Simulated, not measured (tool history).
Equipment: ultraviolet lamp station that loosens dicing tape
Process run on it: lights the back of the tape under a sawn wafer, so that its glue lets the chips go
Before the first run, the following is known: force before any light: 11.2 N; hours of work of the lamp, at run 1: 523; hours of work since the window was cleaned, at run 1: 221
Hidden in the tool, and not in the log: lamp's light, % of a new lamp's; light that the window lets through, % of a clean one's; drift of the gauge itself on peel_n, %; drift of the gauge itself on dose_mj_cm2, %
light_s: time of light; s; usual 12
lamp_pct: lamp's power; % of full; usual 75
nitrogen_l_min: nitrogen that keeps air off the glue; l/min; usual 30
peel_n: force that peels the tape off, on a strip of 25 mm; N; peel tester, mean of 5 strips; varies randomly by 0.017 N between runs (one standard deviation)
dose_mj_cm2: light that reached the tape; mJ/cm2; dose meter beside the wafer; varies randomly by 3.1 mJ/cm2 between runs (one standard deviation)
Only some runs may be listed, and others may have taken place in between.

| run | day | light_s | lamp_pct | nitrogen_l_min | hours of work of the lamp | hours of work since the window was cleaned | peel_n | dose_mj_cm2 |
|---|---|---|---|---|---|---|---|---|
| 1 | 0 | 12 | 75 | 30 | 523 | 221 | 1.306 | 377 |
| 2 | 0.546 | 6 | 75 | 30 | 532 | 230 | 3.761 | 192 |
| 3 | 1.488 | 6 | 75 | 30 | 547 | 245 | 3.693 | 189 |
| 4 | 1.892 | 6 | 75 | 30 | 553 | 251 | 3.815 | 185 |
| 5 | 2.612 | 6 | 75 | 30 | 564 | 262 | 3.813 | 184 |
| 6 | 3.579 | 6 | 75 | 30 | 580 | 278 | 3.803 | 179 |
| 7 | 4.208 | 11 | 75 | 30 | 590 | 287 | 1.654 | 333 |
| 8 | 5.096 | 12 | 75 | 30 | 604 | 301 | 1.43 | 361 |
| 9 | 6.067 | 12 | 75 | 12 | 619 | 317 | 2.737 | 356 |
| 10 | 6.9 | 12 | 75 | 12 | 632 | 330 | 2.81 | 354 |
| 11 | 7.721 | 12 | 100 | 30 | 645 | 343 | 0.81 | 468 |
| 12 | 8.467 | 10 | 92 | 15 | 657 | 354 | 2.404 | 357 |

What will run 13 give?
|  | 8.662 | window cleaned of glue's vapour |
| 13 | 9.142 | 10 | 92 | 15 | 667 | 8 | ? | ? |

peel_n: 1.936 N
dose_mj_cm2: 406 mJ/cm2
Without the tool's hidden state the same run would have given peel_n 1.423 N, dose_mj_cm2 480 mJ/cm2.
